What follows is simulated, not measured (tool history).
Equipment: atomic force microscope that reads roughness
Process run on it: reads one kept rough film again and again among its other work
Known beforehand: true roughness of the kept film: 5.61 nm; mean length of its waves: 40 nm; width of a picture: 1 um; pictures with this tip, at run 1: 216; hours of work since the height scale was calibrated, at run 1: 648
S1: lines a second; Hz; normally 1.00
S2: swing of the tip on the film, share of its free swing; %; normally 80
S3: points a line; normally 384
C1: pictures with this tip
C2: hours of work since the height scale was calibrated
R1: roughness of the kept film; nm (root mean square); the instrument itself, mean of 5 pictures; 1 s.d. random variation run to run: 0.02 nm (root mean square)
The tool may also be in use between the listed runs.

run 1 day=0.000 | S1=1.00 S2=80 S3=384 | C1=216 C2=648 | R1=4.781
-- day=1.112 new tip fitted
run 2 day=1.692 | S1=1.00 S2=80 S3=384 | C1=15 C2=667 | R1=4.760
run 3 day=2.850 | S1=1.00 S2=80 S3=384 | C1=46 C2=680 | R1=4.754
run 4 day=4.221 | S1=1.00 S2=80 S3=384 | C1=82 C2=696 | R1=4.798
run 5 day=5.162 | S1=1.00 S2=80 S3=384 | C1=107 C2=706 | R1=4.788
run 6 day=6.400 | S1=1.00 S2=80 S3=384 | C1=140 C2=720 | R1=4.781
run 7 day=7.938 | S1=1.00 S2=80 S3=384 | C1=180 C2=738 | R1=4.756
run 8 day=9.588 | S1=1.00 S2=80 S3=332 | C1=224 C2=756 | R1=4.762
-- day=10.358 new tip fitted
run 9 day=11.054 | S1=1.00 S2=80 S3=332 | C1=18 C2=773 | R1=4.761
run 10 day=11.946 | S1=1.00 S2=80 S3=332 | C1=42 C2=783 | R1=4.760
run 11 day=13.429 | S1=1.00 S2=80 S3=384 | C1=81 C2=800 | R1=4.763
run 12 day=14.904 | S1=1.00 S2=80 S3=384 | C1=120 C2=816 | R1=4.757
run 13 day=15.975 | S1=1.00 S2=80 S3=384 | C1=148 C2=828 | R1=4.775
run 14 day=17.312 | S1=1.00 S2=80 S3=384 | C1=184 C2=843 | R1=4.780
run 15 day=18.683 | S1=1.00 S2=80 S3=384 | C1=220 C2=859 | R1=4.777
-- day=19.612 new tip fitted
run 16 day=20.217 | S1=1.00 S2=80 S3=384 | C1=16 C2=876 | R1=4.771
run 17 day=21.742 | S1=1.00 S2=80 S3=382 | C1=56 C2=893 | R1=4.745
run 18 day=22.642 | S1=1.00 S2=80 S3=324 | C1=80 C2=904 | R1=4.783
run 19 day=23.717 | S1=2.84 S2=80 S3=384 | C1=108 C2=916 | R1=4.549
run 20 day=25.208 | S1=2.84 S2=80 S3=384 | C1=148 C2=933 | R1=4.548
run 21 day=26.712 | S1=2.84 S2=80 S3=384 | C1=187 C2=950 | R1=4.525
run 22 day=27.742 | S1=0.90 S2=80 S3=384 | C1=214 C2=961 | R1=4.769
run 23 day=28.704 | S1=0.90 S2=80 S3=384 | C1=240 C2=972 | R1=4.746
-- day=28.958 new tip fitted
run 24 day=29.662 | S1=0.90 S2=80 S3=384 | C1=19 C2=983 | R1=4.827
run 25 day=30.821 | S1=0.90 S2=80 S3=384 | C1=49 C2=996 | R1=4.742
run 26 day=31.925 | S1=1.00 S2=80 S3=384 | C1=78 C2=1008 | R1=4.785
run 27 day=33.412 | S1=1.00 S2=80 S3=384 | C1=118 C2=1025 | R1=4.733
run 28 day=34.142 | S1=1.00 S2=80 S3=384 | C1=137 C2=1033 | R1=4.747
run 29 day=35.100 | S1=3.21 S2=63 S3=589 | C1=162 C2=1044 | R1=4.754
run 30 day=36.350 | S1=1.35 S2=59 S3=289 | C1=195 C2=1058 | R1=4.827
run 31 day=37.488 | S1=2.54 S2=57 S3=289 | C1=225 C2=1071 | R1=4.802
-- day=38.321 new tip fitted
run 32 day=38.392 | S1=1.00 S2=80 S3=605 | C1=2 C2=1081 | R1=4.788
run 33 day=39.150 | S1=0.60 S2=64 S3=605 | C1=22 C2=1090 | R1=4.919
run 34 day=40.300 | S1=0.60 S2=61 S3=824 | C1=52 C2=1103 | R1=4.903
run 35 day=41.708 | S1=2.23 S2=61 S3=299 | C1=89 C2=1119 | R1=4.788
run 36 day=43.208 | S1=3.69 S2=80 S3=384 | C1=129 C2=1136 | R1=4.434
run 37 day=44.692 | S1=0.52 S2=80 S3=651 | C1=168 C2=1153 | R1=4.830
run 38 day=45.771 | S1=1.35 S2=74 S3=651 | C1=197 C2=1165 | R1=4.763
run 39 day=47.262 | S1=1.76 S2=80 S3=326 | C1=236 C2=1182 | R1=4.655
-- day=47.583 new tip fitted
run 40 day=47.992 | S1=0.97 S2=69 S3=395 | C1=11 C2=1190 | R1=4.834
run 41 day=49.538 | S1=0.77 S2=69 S3=476 | C1=52 C2=1207 | R1=4.868
run 42 day=51.004 | S1=0.77 S2=69 S3=476 | C1=90 C2=1224 | R1=4.889
run 43 day=52.296 | S1=1.06 S2=84 S3=384 | C1=124 C2=1238 | R1=4.721
run 44 day=53.850 | S1=0.68 S2=80 S3=384 | C1=166 C2=1256 | R1=4.809
run 45 day=55.229 | S1=3.53 S2=90 S3=305 | C1=202 C2=1272 | R1=4.232
run 46 day=56.629 | S1=3.53 S2=90 S3=305 | C1=239 C2=1288 | R1=4.218
-- day=56.871 new tip fitted
run 47 day=58.146 | S1=3.53 S2=90 S3=305 | C1=33 C2=1304 | R1=4.234
run 48 day=59.775 | S1=1.00 S2=87 S3=792 | C1=76 C2=1323 | R1=4.712
run 49 day=60.762 | S1=1.00 S2=87 S3=792 | C1=103 C2=1334 | R1=4.731
run 50 day=61.554 | S1=1.10 S2=85 S3=767 | C1=124 C2=1343 | R1=4.744
run 51 day=62.458 | S1=1.32 S2=77 S3=806 | C1=147 C2=1353 | R1=4.801
run 52 day=63.962 | S1=3.26 S2=70 S3=297 | C1=187 C2=1370 | R1=4.614

Hidden state at the last listed run before each entry between runs and at the first one after, where it differs:
Logged between run 1 and run 2: new tip fitted (day 1.112)
  radius of the tip, nm: 10.3 -> 10
Logged between run 8 and run 9: new tip fitted (day 10.358)
  radius of the tip, nm: 10.3 -> 10
Logged between run 15 and run 16: new tip fitted (day 19.612)
  radius of the tip, nm: 10.3 -> 10; height scale over the true one, %: 0.02 -> 0.03
Logged between run 23 and run 24: new tip fitted (day 28.958)
  radius of the tip, nm: 10.3 -> 10
Logged between run 31 and run 32: new tip fitted (day 38.321)
  radius of the tip, nm: 10.3 -> 10
Logged between run 39 and run 40: new tip fitted (day 47.583)
  radius of the tip, nm: 10.3 -> 10
Logged between run 46 and run 47: new tip fitted (day 56.871)
  radius of the tip, nm: 10.3 -> 10.1

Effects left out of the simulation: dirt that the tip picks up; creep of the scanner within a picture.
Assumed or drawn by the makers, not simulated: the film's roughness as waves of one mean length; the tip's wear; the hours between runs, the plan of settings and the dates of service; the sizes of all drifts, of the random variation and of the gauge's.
